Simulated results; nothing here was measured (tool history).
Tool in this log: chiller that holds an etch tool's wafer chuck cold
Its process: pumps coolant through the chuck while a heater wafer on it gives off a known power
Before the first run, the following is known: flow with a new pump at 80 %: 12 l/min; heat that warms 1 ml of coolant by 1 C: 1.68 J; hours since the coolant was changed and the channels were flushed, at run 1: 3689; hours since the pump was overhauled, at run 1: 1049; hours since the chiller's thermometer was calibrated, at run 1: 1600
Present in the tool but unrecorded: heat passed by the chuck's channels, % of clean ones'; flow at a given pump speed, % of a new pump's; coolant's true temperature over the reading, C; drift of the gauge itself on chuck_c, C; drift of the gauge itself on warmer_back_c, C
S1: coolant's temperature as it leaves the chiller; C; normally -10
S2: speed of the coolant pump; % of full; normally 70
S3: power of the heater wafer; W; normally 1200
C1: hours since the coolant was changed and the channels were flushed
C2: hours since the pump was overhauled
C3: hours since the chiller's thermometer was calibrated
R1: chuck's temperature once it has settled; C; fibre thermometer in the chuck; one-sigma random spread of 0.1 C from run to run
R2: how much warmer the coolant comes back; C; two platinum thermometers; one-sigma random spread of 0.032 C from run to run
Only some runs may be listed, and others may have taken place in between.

run 1 day=0 | S1=-10 S2=70 S3=1200 | C1=3689 C2=1049 C3=1600 | R1=3.1 R2=4.22
run 2 day=2.346 | S1=-10 S2=70 S3=1200 | C1=3745 C2=1105 C3=1656 | R1=3.1 R2=4.28
run 3 day=4.733 | S1=-10 S2=70 S3=1200 | C1=3803 C2=1162 C3=1713 | R1=3.4 R2=4.22
run 4 day=7.521 | S1=-10 S2=70 S3=1200 | C1=3870 C2=1229 C3=1780 | R1=3.6 R2=4.26
run 5 day=8.988 | S1=-1 S2=70 S3=1200 | C1=3905 C2=1265 C3=1815 | R1=12.4 R2=4.27
run 6 day=10.496 | S1=-1 S2=70 S3=1200 | C1=3941 C2=1301 C3=1851 | R1=12.5 R2=4.31
run 7 day=12.983 | S1=-12 S2=70 S3=1200 | C1=4001 C2=1360 C3=1911 | R1=1.3 R2=4.29
run 8 day=15.388 | S1=-10 S2=92 S3=1200 | C1=4059 C2=1418 C3=1969 | R1=0.2 R2=3.2
run 9 day=16.712 | S1=-10 S2=70 S3=1200 | C1=4090 C2=1450 C3=2001 | R1=3.8 R2=4.3
run 10 day=19.088 | S1=-10 S2=70 S3=1200 | C1=4147 C2=1507 C3=2058 | R1=3.7 R2=4.35
run 11 day=20.9 | S1=-10 S2=70 S3=1200 | C1=4191 C2=1550 C3=2101 | R1=3.6 R2=4.34
run 12 day=23.025 | S1=-10 S2=70 S3=1200 | C1=4242 C2=1601 C3=2152 | R1=3.6 R2=4.26
run 13 day=25.496 | S1=-10 S2=70 S3=1200 | C1=4301 C2=1661 C3=2211 | R1=3.7 R2=4.34
run 14 day=26.958 | S1=-10 S2=70 S3=1200 | C1=4336 C2=1696 C3=2247 | R1=3.9 R2=4.25
run 15 day=29.562 | S1=-10 S2=70 S3=1430 | C1=4399 C2=1758 C3=2309 | R1=6.4 R2=5.18
run 16 day=31.942 | S1=-10 S2=70 S3=1200 | C1=4456 C2=1815 C3=2366 | R1=3.5 R2=4.34
run 17 day=33.942 | S1=-10 S2=75 S3=1200 | C1=4504 C2=1863 C3=2414 | R1=3.2 R2=3.96
run 18 day=36.054 | S1=-14 S2=80 S3=1265 | C1=4555 C2=1914 C3=2465 | R1=-1.2 R2=3.95
run 19 day=38.367 | S1=-14 S2=92 S3=1265 | C1=4610 C2=1970 C3=2520 | R1=-2.8 R2=3.33
run 20 day=39.879 | S1=-14 S2=92 S3=1265 | C1=4646 C2=2006 C3=2557 | R1=-2.6 R2=3.38
run 21 day=42.542 | S1=-19 S2=92 S3=647 | C1=4710 C2=2070 C3=2621 | R1=-13.4 R2=1.72
run 22 day=44.683 | S1=-3 S2=69 S3=891 | C1=4762 C2=2121 C3=2672 | R1=7.6 R2=3.29
run 23 day=46.475 | S1=-11 S2=70 S3=1468 | C1=4805 C2=2164 C3=2715 | R1=6.4 R2=5.32
-- day=48.538 coolant changed, channels flushed
run 24 day=48.962 | S1=-11 S2=70 S3=1468 | C1=10 C2=2218 C3=2769 | R1=3.8 R2=5.32
-- day=49.162 chiller's thermometer calibrated
run 25 day=51.046 | S1=-11 S2=70 S3=1468 | C1=59 C2=2267 C3=45 | R1=3.8 R2=5.38
run 26 day=53.517 | S1=-11 S2=87 S3=630 | C1=119 C2=2326 C3=105 | R1=-6.1 R2=1.83
run 27 day=55.992 | S1=-6 S2=66 S3=1200 | C1=178 C2=2386 C3=164 | R1=6.8 R2=4.73
-- day=56.962 chiller's thermometer calibrated, once more
run 28 day=57.404 | S1=-6 S2=66 S3=1200 | C1=211 C2=2418 C3=11 | R1=7.1 R2=4.67
run 29 day=59.554 | S1=-6 S2=66 S3=1200 | C1=262 C2=2470 C3=62 | R1=7.4 R2=4.67
run 30 day=62.233 | S1=-11 S2=88 S3=672 | C1=327 C2=2534 C3=126 | R1=-5.5 R2=1.88
run 31 day=63.804 | S1=-11 S2=88 S3=672 | C1=364 C2=2572 C3=164 | R1=-5.4 R2=1.88
run 32 day=65.833 | S1=-11 S2=86 S3=1042 | C1=413 C2=2621 C3=213 | R1=-2 R2=3
run 33 day=67.542 | S1=-1 S2=70 S3=1200 | C1=454 C2=2662 C3=254 | R1=11.6 R2=4.45

Here are 3 independent what-if runs from the current tool condition. What would each one return?
run A day=69.662 | S1=-14 S2=78 S3=609 | C1=505 C2=2713 C3=305 | R1=? R2=?
run B day=69.662 | S1=-14 S2=84 S3=1200 | C1=505 C2=2713 C3=305 | R1=? R2=?
run C day=69.662 | S1=-10 S2=70 S3=684 | C1=505 C2=2713 C3=305 | R1=? R2=?

run=A R1=-8.4 R2=1.96
run=B R1=-3.6 R2=3.55
run=C R1=-2.9 R2=2.5
The same runs, with their run-to-run variation unchanged, on a tool lacking any hidden condition would have given:
run=A R1=-8.8 R2=1.84
run=B R1=-4.3 R2=3.34
run=C R1=-3.4 R2=2.35

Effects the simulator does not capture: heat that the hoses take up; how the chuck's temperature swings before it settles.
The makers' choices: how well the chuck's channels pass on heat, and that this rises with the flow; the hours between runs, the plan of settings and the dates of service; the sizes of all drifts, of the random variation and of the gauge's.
